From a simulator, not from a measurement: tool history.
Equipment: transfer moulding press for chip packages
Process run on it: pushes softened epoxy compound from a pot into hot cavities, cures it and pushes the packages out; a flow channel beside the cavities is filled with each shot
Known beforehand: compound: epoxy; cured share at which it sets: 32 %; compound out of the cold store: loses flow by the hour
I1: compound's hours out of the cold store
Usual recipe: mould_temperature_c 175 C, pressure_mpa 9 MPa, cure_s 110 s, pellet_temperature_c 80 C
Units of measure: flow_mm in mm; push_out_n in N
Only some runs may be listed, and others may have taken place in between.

run 1 hour=0 | mould_temperature_c=175 pressure_mpa=9 cure_s=110 pellet_temperature_c=80 | I1=35.5 | flow_mm=649 push_out_n=236
run 2 hour=5.4 | mould_temperature_c=175 pressure_mpa=9 cure_s=110 pellet_temperature_c=80 | I1=26.1 | flow_mm=681 push_out_n=260
run 3 hour=14.4 | mould_temperature_c=175 pressure_mpa=9 cure_s=110 pellet_temperature_c=80 | I1=24.4 | flow_mm=685 push_out_n=274
run 4 hour=21.4 | mould_temperature_c=175 pressure_mpa=9 cure_s=110 pellet_temperature_c=80 | I1=38.3 | flow_mm=639 push_out_n=295
run 5 hour=25.3 | mould_temperature_c=183 pressure_mpa=9 cure_s=110 pellet_temperature_c=80 | I1=45.5 | flow_mm=600 push_out_n=257
run 6 hour=33.1 | mould_temperature_c=183 pressure_mpa=9 cure_s=110 pellet_temperature_c=80 | I1=35.4 | flow_mm=631 push_out_n=271
run 7 hour=40.7 | mould_temperature_c=183 pressure_mpa=9 cure_s=110 pellet_temperature_c=80 | I1=22.8 | flow_mm=669 push_out_n=270
run 8 hour=44.4 | mould_temperature_c=175 pressure_mpa=9 cure_s=110 pellet_temperature_c=78 | I1=35.2 | flow_mm=648 push_out_n=341
run 9 hour=52.9 | mould_temperature_c=175 pressure_mpa=9 cure_s=110 pellet_temperature_c=87 | I1=17.6 | flow_mm=704 push_out_n=371
run 10 hour=58.3 | mould_temperature_c=175 pressure_mpa=9 cure_s=110 pellet_temperature_c=87 | I1=20.3 | flow_mm=693 push_out_n=377
run 11 hour=63.3 | mould_temperature_c=175 pressure_mpa=9 cure_s=110 pellet_temperature_c=87 | I1=44.8 | flow_mm=613 push_out_n=377
run 12 hour=67.2 | mould_temperature_c=175 pressure_mpa=9 cure_s=110 pellet_temperature_c=89 | I1=9.1 | flow_mm=734 push_out_n=388
run 13 hour=74.4 | mould_temperature_c=175 pressure_mpa=9 cure_s=110 pellet_temperature_c=80 | I1=19 | flow_mm=697 push_out_n=384
run 14 hour=82.2 | mould_temperature_c=175 pressure_mpa=7.84 cure_s=110 pellet_temperature_c=80 | I1=9.7 | flow_mm=681 push_out_n=423
run 15 hour=88.6 | mould_temperature_c=175 pressure_mpa=10.44 cure_s=95 pellet_temperature_c=71 | I1=21.5 | flow_mm=742 push_out_n=538
run 16 hour=96.8 | mould_temperature_c=182 pressure_mpa=9 cure_s=98 pellet_temperature_c=79 | I1=40.8 | flow_mm=611 push_out_n=336
-- hour=99.9 cavities cleaned with cleaning compound and waxed
run 17 hour=104.8 | mould_temperature_c=175 pressure_mpa=9 cure_s=111 pellet_temperature_c=80 | I1=26.7 | flow_mm=672 push_out_n=254
run 18 hour=108.5 | mould_temperature_c=175 pressure_mpa=9 cure_s=110 pellet_temperature_c=88 | I1=40.5 | flow_mm=628 push_out_n=251
run 19 hour=113.2 | mould_temperature_c=175 pressure_mpa=9 cure_s=110 pellet_temperature_c=88 | I1=41.1 | flow_mm=624 push_out_n=274
run 20 hour=117.5 | mould_temperature_c=175 pressure_mpa=9 cure_s=115 pellet_temperature_c=84 | I1=21.7 | flow_mm=685 push_out_n=273
run 21 hour=123.5 | mould_temperature_c=170 pressure_mpa=9.88 cure_s=99 pellet_temperature_c=88 | I1=16.6 | flow_mm=749 push_out_n=529
run 22 hour=127.6 | mould_temperature_c=175 pressure_mpa=7.86 cure_s=138 pellet_temperature_c=84 | I1=14.8 | flow_mm=661 push_out_n=260
run 23 hour=136.2 | mould_temperature_c=179 pressure_mpa=9 cure_s=122 pellet_temperature_c=75 | I1=28.6 | flow_mm=652 push_out_n=264
run 24 hour=140.4 | mould_temperature_c=168 pressure_mpa=8.54 cure_s=119 pellet_temperature_c=74 | I1=28.4 | flow_mm=664 push_out_n=449
run 25 hour=147.7 | mould_temperature_c=168 pressure_mpa=8.54 cure_s=119 pellet_temperature_c=74 | I1=10.3 | flow_mm=725 push_out_n=502
run 26 hour=152.3 | mould_temperature_c=175 pressure_mpa=8.88 cure_s=95 pellet_temperature_c=80 | I1=26.5 | flow_mm=661 push_out_n=448
run 27 hour=157.2 | mould_temperature_c=175 pressure_mpa=8.88 cure_s=95 pellet_temperature_c=80 | I1=28 | flow_mm=657 push_out_n=467
run 28 hour=162.6 | mould_temperature_c=175 pressure_mpa=9 cure_s=101 pellet_temperature_c=82 | I1=9.8 | flow_mm=720 push_out_n=443

Forecast each of these 5 alternatives for the next run:
run A hour=171.2 | mould_temperature_c=175 pressure_mpa=7.67 cure_s=101 pellet_temperature_c=82 | I1=21.9 | flow_mm=? push_out_n=?
run B hour=171.2 | mould_temperature_c=169 pressure_mpa=8.49 cure_s=108 pellet_temperature_c=82 | I1=32.2 | flow_mm=? push_out_n=?
run C hour=171.2 | mould_temperature_c=171 pressure_mpa=10.39 cure_s=110 pellet_temperature_c=85 | I1=28.4 | flow_mm=? push_out_n=?
run D hour=171.2 | mould_temperature_c=175 pressure_mpa=9 cure_s=100 pellet_temperature_c=79 | I1=8.6 | flow_mm=? push_out_n=?
run E hour=171.2 | mould_temperature_c=172 pressure_mpa=9.02 cure_s=131 pellet_temperature_c=80 | I1=42.6 | flow_mm=? push_out_n=?

run=A flow_mm=627 push_out_n=432
run=B flow_mm=641 push_out_n=569
run=C flow_mm=718 push_out_n=468
run=D flow_mm=728 push_out_n=454
run=E flow_mm=625 push_out_n=334
Without the tool's unlogged condition, the same runs would have read:
run=A flow_mm=649 push_out_n=279
run=B flow_mm=663 push_out_n=363
run=C flow_mm=743 push_out_n=302
run=D flow_mm=753 push_out_n=288
run=E flow_mm=647 push_out_n=211
